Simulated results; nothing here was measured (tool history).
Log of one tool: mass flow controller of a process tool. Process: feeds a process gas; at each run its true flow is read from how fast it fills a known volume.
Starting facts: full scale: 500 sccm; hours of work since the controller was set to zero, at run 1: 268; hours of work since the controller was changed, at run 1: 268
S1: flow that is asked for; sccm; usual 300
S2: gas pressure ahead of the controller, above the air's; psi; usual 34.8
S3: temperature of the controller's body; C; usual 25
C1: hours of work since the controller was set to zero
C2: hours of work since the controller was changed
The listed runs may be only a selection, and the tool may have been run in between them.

{"run": 1, "hour": 0.0, "S1": 300, "S2": 34.8, "S3": 25, "C1": 268, "C2": 268, "true flow (%)": 99.04}
{"run": 2, "hour": 157.2, "S1": 300, "S2": 34.8, "S3": 25, "C1": 364, "C2": 364, "true flow (%)": 99.18}
{"run": 3, "hour": 349.7, "S1": 300, "S2": 34.8, "S3": 25, "C1": 481, "C2": 481, "true flow (%)": 99.1}
{"run": 4, "hour": 452.8, "S1": 300, "S2": 34.8, "S3": 21, "C1": 544, "C2": 544, "true flow (%)": 98.81}
{"run": 5, "hour": 559.7, "S1": 300, "S2": 34.8, "S3": 21, "C1": 609, "C2": 609, "true flow (%)": 98.84}
{"run": 6, "hour": 659.5, "S1": 300, "S2": 34.8, "S3": 21, "C1": 670, "C2": 670, "true flow (%)": 98.77}
{"run": 7, "hour": 768.7, "S1": 300, "S2": 34.8, "S3": 21, "C1": 737, "C2": 737, "true flow (%)": 98.84}
{"run": 8, "hour": 974.7, "S1": 300, "S2": 34.8, "S3": 21, "C1": 863, "C2": 863, "true flow (%)": 98.88}
{"run": 9, "hour": 1136.5, "S1": 300, "S2": 34.8, "S3": 25, "C1": 961, "C2": 961, "true flow (%)": 99.11}
{"run": 10, "hour": 1252.6, "S1": 300, "S2": 34.8, "S3": 25, "C1": 1032, "C2": 1032, "true flow (%)": 99.12}
{"run": 11, "hour": 1433.4, "S1": 300, "S2": 34.8, "S3": 25, "C1": 1142, "C2": 1142, "true flow (%)": 99.16}
{"hour": 1445.6, "done": "controller's zero set anew"}
{"run": 12, "hour": 1560.9, "S1": 300, "S2": 34.8, "S3": 22, "C1": 70, "C2": 1220, "true flow (%)": 98.64}
{"run": 13, "hour": 1658.3, "S1": 354, "S2": 36.7, "S3": 33, "C1": 130, "C2": 1279, "true flow (%)": 99.56}
{"run": 14, "hour": 1790.3, "S1": 78, "S2": 26.5, "S3": 25, "C1": 210, "C2": 1360, "true flow (%)": 95.94}
{"run": 15, "hour": 1991.4, "S1": 129, "S2": 26.5, "S3": 25, "C1": 333, "C2": 1483, "true flow (%)": 97.44}
{"run": 16, "hour": 2083.9, "S1": 66, "S2": 28.1, "S3": 28, "C1": 389, "C2": 1539, "true flow (%)": 95.15}
{"hour": 2151.4, "done": "controller's zero set anew, once more"}
{"run": 17, "hour": 2280.7, "S1": 335, "S2": 27.3, "S3": 29, "C1": 79, "C2": 1659, "true flow (%)": 100.4}
{"run": 18, "hour": 2378.5, "S1": 335, "S2": 27.3, "S3": 29, "C1": 139, "C2": 1718, "true flow (%)": 100.43}
{"run": 19, "hour": 2578.7, "S1": 335, "S2": 30.9, "S3": 26, "C1": 261, "C2": 1841, "true flow (%)": 99.96}
{"run": 20, "hour": 2701.0, "S1": 335, "S2": 30.9, "S3": 26, "C1": 335, "C2": 1915, "true flow (%)": 100.02}
{"run": 21, "hour": 2912.2, "S1": 210, "S2": 29.9, "S3": 40, "C1": 464, "C2": 2044, "true flow (%)": 100.51}
{"run": 22, "hour": 3051.6, "S1": 414, "S2": 34.8, "S3": 25, "C1": 549, "C2": 2129, "true flow (%)": 100.09}
{"run": 23, "hour": 3194.6, "S1": 145, "S2": 32.8, "S3": 25, "C1": 636, "C2": 2216, "true flow (%)": 98.81}

Consider 3 possible next runs. They are alternatives, not a sequence: every one starts from the tool as it was left by run 23. What does each give?
{"run": "A", "hour": 3282.4, "S1": 145, "S2": 24.1, "S3": 25, "C1": 690, "C2": 2270, "true flow (%)": "?"}
{"run": "B", "hour": 3282.4, "S1": 84, "S2": 33.1, "S3": 21, "C1": 690, "C2": 2270, "true flow (%)": "?"}
{"run": "C", "hour": 3282.4, "S1": 145, "S2": 23.2, "S3": 25, "C1": 690, "C2": 2270, "true flow (%)": "?"}

run=A true_flow_(%)=99.24
run=B true_flow_(%)=98.08
run=C true_flow_(%)=99.43
What these runs would have given with no unlogged condition in the tool:
run=A true_flow_(%)=99.02
run=B true_flow_(%)=98.3
run=C true_flow_(%)=99.21
